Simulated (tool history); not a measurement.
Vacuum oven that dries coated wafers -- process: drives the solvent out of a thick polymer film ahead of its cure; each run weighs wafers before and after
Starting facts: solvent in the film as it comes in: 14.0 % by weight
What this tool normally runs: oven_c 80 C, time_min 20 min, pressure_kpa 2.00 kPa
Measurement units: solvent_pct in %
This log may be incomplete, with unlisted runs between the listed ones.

{"run": 1, "hour": 0.0, "oven_c": 80, "time_min": 20, "pressure_kpa": 2.0, "solvent_pct": 2.28}
{"run": 2, "hour": 20.8, "oven_c": 80, "time_min": 20, "pressure_kpa": 4.92, "solvent_pct": 2.77}
{"run": 3, "hour": 35.8, "oven_c": 80, "time_min": 20, "pressure_kpa": 4.92, "solvent_pct": 2.76}
{"run": 4, "hour": 68.3, "oven_c": 80, "time_min": 20, "pressure_kpa": 4.92, "solvent_pct": 2.77}
{"run": 5, "hour": 101.8, "oven_c": 80, "time_min": 20, "pressure_kpa": 4.92, "solvent_pct": 2.79}
{"run": 6, "hour": 120.4, "oven_c": 80, "time_min": 20, "pressure_kpa": 4.92, "solvent_pct": 2.77}
{"run": 7, "hour": 149.4, "oven_c": 80, "time_min": 20, "pressure_kpa": 2.0, "solvent_pct": 2.31}
{"run": 8, "hour": 172.2, "oven_c": 80, "time_min": 20, "pressure_kpa": 2.0, "solvent_pct": 2.33}
{"run": 9, "hour": 200.2, "oven_c": 80, "time_min": 20, "pressure_kpa": 2.0, "solvent_pct": 2.31}
{"run": 10, "hour": 229.6, "oven_c": 80, "time_min": 20, "pressure_kpa": 2.0, "solvent_pct": 2.33}
{"run": 11, "hour": 255.7, "oven_c": 80, "time_min": 20, "pressure_kpa": 2.0, "solvent_pct": 2.36}
{"run": 12, "hour": 274.4, "oven_c": 80, "time_min": 12, "pressure_kpa": 2.0, "solvent_pct": 4.28}
{"run": 13, "hour": 294.1, "oven_c": 80, "time_min": 12, "pressure_kpa": 2.0, "solvent_pct": 4.26}
{"run": 14, "hour": 312.3, "oven_c": 80, "time_min": 20, "pressure_kpa": 2.0, "solvent_pct": 2.34}
{"run": 15, "hour": 330.6, "oven_c": 91, "time_min": 20, "pressure_kpa": 2.0, "solvent_pct": 0.89}
{"run": 16, "hour": 355.7, "oven_c": 91, "time_min": 20, "pressure_kpa": 2.0, "solvent_pct": 0.93}
{"run": 17, "hour": 385.0, "oven_c": 80, "time_min": 20, "pressure_kpa": 7.37, "solvent_pct": 3.27}
{"run": 18, "hour": 401.0, "oven_c": 80, "time_min": 20, "pressure_kpa": 7.37, "solvent_pct": 3.29}
{"run": 19, "hour": 427.3, "oven_c": 80, "time_min": 20, "pressure_kpa": 7.37, "solvent_pct": 3.27}
{"run": 20, "hour": 445.0, "oven_c": 80, "time_min": 20, "pressure_kpa": 2.0, "solvent_pct": 2.4}
{"run": 21, "hour": 470.2, "oven_c": 80, "time_min": 20, "pressure_kpa": 2.0, "solvent_pct": 2.38}
{"run": 22, "hour": 491.7, "oven_c": 80, "time_min": 11, "pressure_kpa": 5.65, "solvent_pct": 5.16}
{"run": 23, "hour": 520.0, "oven_c": 80, "time_min": 18, "pressure_kpa": 1.18, "solvent_pct": 2.62}
{"run": 24, "hour": 540.2, "oven_c": 80, "time_min": 18, "pressure_kpa": 1.18, "solvent_pct": 2.62}
{"run": 25, "hour": 574.7, "oven_c": 72, "time_min": 20, "pressure_kpa": 6.63, "solvent_pct": 4.96}
{"run": 26, "hour": 607.2, "oven_c": 93, "time_min": 20, "pressure_kpa": 6.67, "solvent_pct": 1.31}
{"run": 27, "hour": 633.0, "oven_c": 93, "time_min": 20, "pressure_kpa": 6.67, "solvent_pct": 1.34}
{"run": 28, "hour": 651.6, "oven_c": 92, "time_min": 20, "pressure_kpa": 6.67, "solvent_pct": 1.42}
{"hour": 675.6, "done": "oven's thermocouples calibrated"}
{"run": 29, "hour": 675.6, "oven_c": 84, "time_min": 35, "pressure_kpa": 6.67, "solvent_pct": 1.42}
{"run": 30, "hour": 703.8, "oven_c": 65, "time_min": 34, "pressure_kpa": 6.67, "solvent_pct": 4.65}
{"run": 31, "hour": 720.0, "oven_c": 80, "time_min": 23, "pressure_kpa": 4.89, "solvent_pct": 2.35}
{"run": 32, "hour": 743.6, "oven_c": 82, "time_min": 10, "pressure_kpa": 2.0, "solvent_pct": 4.47}
{"run": 33, "hour": 760.8, "oven_c": 82, "time_min": 10, "pressure_kpa": 2.0, "solvent_pct": 4.49}
{"run": 34, "hour": 784.4, "oven_c": 74, "time_min": 24, "pressure_kpa": 2.0, "solvent_pct": 2.7}

What will run 35 give?
{"run": 35, "hour": 810.3, "oven_c": 74, "time_min": 24, "pressure_kpa": 2.0, "solvent_pct": "?"}

For run 35 the tool returned solvent_pct 2.72 %.
Without the tool's hidden state the same run would have given solvent_pct 2.62 %.
